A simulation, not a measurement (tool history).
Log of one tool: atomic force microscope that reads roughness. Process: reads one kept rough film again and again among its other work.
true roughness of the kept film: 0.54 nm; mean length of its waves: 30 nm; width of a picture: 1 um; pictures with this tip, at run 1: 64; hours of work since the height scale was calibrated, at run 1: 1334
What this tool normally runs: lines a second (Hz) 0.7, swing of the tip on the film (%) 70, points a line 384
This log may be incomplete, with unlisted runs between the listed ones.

run,hour,lines a second (Hz),swing of the tip on the film (%),points a line,pictures with this tip,hours of work since the height scale was calibrated,roughness of the kept film (nm (root mean square))
1,0,0.7,70,384,64,1334,0.504
# hour 23.4: new tip fitted
2,65.1,0.7,70,384,62,1376,0.51
# hour 87.4: new tip fitted
3,106.3,0.7,70,384,28,1401,0.513
4,141.9,0.7,70,306,80,1424,0.497
# hour 152.2: new tip fitted
5,188.6,0.7,70,306,53,1454,0.51
# hour 213: new tip fitted
6,230.6,0.7,70,306,26,1480,0.514
7,267.9,0.7,70,384,81,1504,0.506
# hour 279: new tip fitted
8,324.5,0.7,70,384,67,1540,0.511

Expected results for the next run?
# hour 340.6: new tip fitted
9,386.3,1.974,70,384,68,1579,?

Run 9 produced roughness of the kept film (nm (root mean square)) 0.483.
With the hidden condition absent and the run-to-run variation left alone, this run would have shown roughness of the kept film (nm (root mean square)) 0.487.
